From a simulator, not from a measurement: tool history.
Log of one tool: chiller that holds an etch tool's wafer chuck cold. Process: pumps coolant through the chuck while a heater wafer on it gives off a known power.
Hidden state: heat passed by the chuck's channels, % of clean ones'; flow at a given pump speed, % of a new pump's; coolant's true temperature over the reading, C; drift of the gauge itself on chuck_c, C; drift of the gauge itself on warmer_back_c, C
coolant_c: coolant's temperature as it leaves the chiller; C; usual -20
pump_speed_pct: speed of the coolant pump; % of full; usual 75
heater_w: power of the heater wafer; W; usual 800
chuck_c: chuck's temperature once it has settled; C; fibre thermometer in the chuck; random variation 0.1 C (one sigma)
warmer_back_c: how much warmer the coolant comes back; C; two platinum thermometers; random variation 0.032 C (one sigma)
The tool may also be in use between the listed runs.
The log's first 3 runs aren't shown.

run,day,coolant_c,pump_speed_pct,heater_w,hours since the coolant was changed and the channels were flushed,hours since the pump was overhauled,hours since the chiller's thermometer was calibrated,chuck_c,warmer_back_c
4,7.958,-29,75,800,384,3648,1594,-21.7,3.93
5,10.858,-29,75,800,453,3717,1664,-21.7,3.88
6,14.6,-20,75,800,543,3807,1754,-12.6,3.9
7,18.067,-20,75,800,626,3891,1837,-12.6,3.9
8,20.65,-20,96,800,688,3953,1899,-14.1,3.11
9,24.579,-20,96,800,783,4047,1993,-14.1,3.07
10,29.167,-20,96,800,893,4157,2103,-14.1,3.15
11,33.067,-20,96,800,986,4251,2197,-14.1,3.14
12,38.433,-26,75,800,1115,4379,2326,-18.5,3.95
# day 38.879: coolant pump overhauled
13,42.412,-20,75,800,1206,85,2416,-12.4,4.05
14,46.142,-20,75,800,1295,174,2506,-12.3,4.1
15,50.667,-20,75,800,1404,283,2614,-12.4,4.08
# day 52.142: coolant pump overhauled, once more
16,56.204,-20,75,1054,1532,97,2742,-10.7,4.84
# day 61.292: chiller's thermometer calibrated
17,61.596,-20,87,403,1660,226,7,-16.8,1.62
18,65.808,-20,87,403,1761,327,108,-16.6,1.6

Forecast run 19:
19,68.783,-15,73,800,1833,398,180,?,?

Run 19 gave chuck_c -7.6 C, warmer_back_c 3.8 C.
Without the tool's hidden state the same run would have given chuck_c -7.9 C, warmer_back_c 3.77 C.

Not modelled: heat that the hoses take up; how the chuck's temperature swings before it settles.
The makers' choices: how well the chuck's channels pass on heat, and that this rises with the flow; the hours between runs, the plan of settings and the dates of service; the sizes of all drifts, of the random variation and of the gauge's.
